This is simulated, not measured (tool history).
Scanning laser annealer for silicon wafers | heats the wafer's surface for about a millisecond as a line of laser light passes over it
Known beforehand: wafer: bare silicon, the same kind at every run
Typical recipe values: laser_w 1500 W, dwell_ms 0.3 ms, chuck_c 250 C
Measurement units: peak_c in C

run 1 day=0 | laser_w=1500 dwell_ms=0.3 chuck_c=250 | peak_c=980
run 2 day=0.921 | laser_w=1500 dwell_ms=0.3 chuck_c=250 | peak_c=978
run 3 day=1.867 | laser_w=1500 dwell_ms=0.3 chuck_c=250 | peak_c=977
run 4 day=2.65 | laser_w=1500 dwell_ms=0.3 chuck_c=250 | peak_c=972
-- day=3.221 window over the wafer cleaned
run 5 day=3.5 | laser_w=1500 dwell_ms=0.3 chuck_c=250 | peak_c=1020
run 6 day=4.071 | laser_w=1513 dwell_ms=0.3 chuck_c=250 | peak_c=1028
run 7 day=4.608 | laser_w=1500 dwell_ms=0.352 chuck_c=250 | peak_c=1080
run 8 day=5.696 | laser_w=1500 dwell_ms=0.3 chuck_c=250 | peak_c=1016
run 9 day=6.429 | laser_w=1500 dwell_ms=0.3 chuck_c=250 | peak_c=1013
run 10 day=7.483 | laser_w=1500 dwell_ms=0.3 chuck_c=250 | peak_c=1012
run 11 day=8.5 | laser_w=1500 dwell_ms=0.351 chuck_c=250 | peak_c=1069
run 12 day=9.358 | laser_w=1441 dwell_ms=0.249 chuck_c=268 | peak_c=929
run 13 day=9.983 | laser_w=1408 dwell_ms=0.258 chuck_c=250 | peak_c=907
run 14 day=10.662 | laser_w=1628 dwell_ms=0.291 chuck_c=222 | peak_c=1039
run 15 day=11.279 | laser_w=1628 dwell_ms=0.291 chuck_c=222 | peak_c=1038
run 16 day=11.762 | laser_w=1628 dwell_ms=0.265 chuck_c=275 | peak_c=1052
run 17 day=12.317 | laser_w=1628 dwell_ms=0.265 chuck_c=275 | peak_c=1055
-- day=12.621 optics aligned, line set to its width
run 18 day=13.521 | laser_w=1299 dwell_ms=0.309 chuck_c=234 | peak_c=899
run 19 day=14.538 | laser_w=1500 dwell_ms=0.235 chuck_c=269 | peak_c=953

4 options for the next run, each taken on its own from the tool as it stands now. Forecast them:
run A day=15.567 | laser_w=1500 dwell_ms=0.308 chuck_c=237 | peak_c=?
run B day=15.567 | laser_w=1442 dwell_ms=0.221 chuck_c=269 | peak_c=?
run C day=15.567 | laser_w=1500 dwell_ms=0.379 chuck_c=250 | peak_c=?
run D day=15.567 | laser_w=1502 dwell_ms=0.235 chuck_c=269 | peak_c=?

run=A peak_c=1009
run=B peak_c=902
run=C peak_c=1106
run=D peak_c=950
Without the tool's hidden state the same runs would have given:
run=A peak_c=1033
run=B peak_c=922
run=C peak_c=1133
run=D peak_c=971
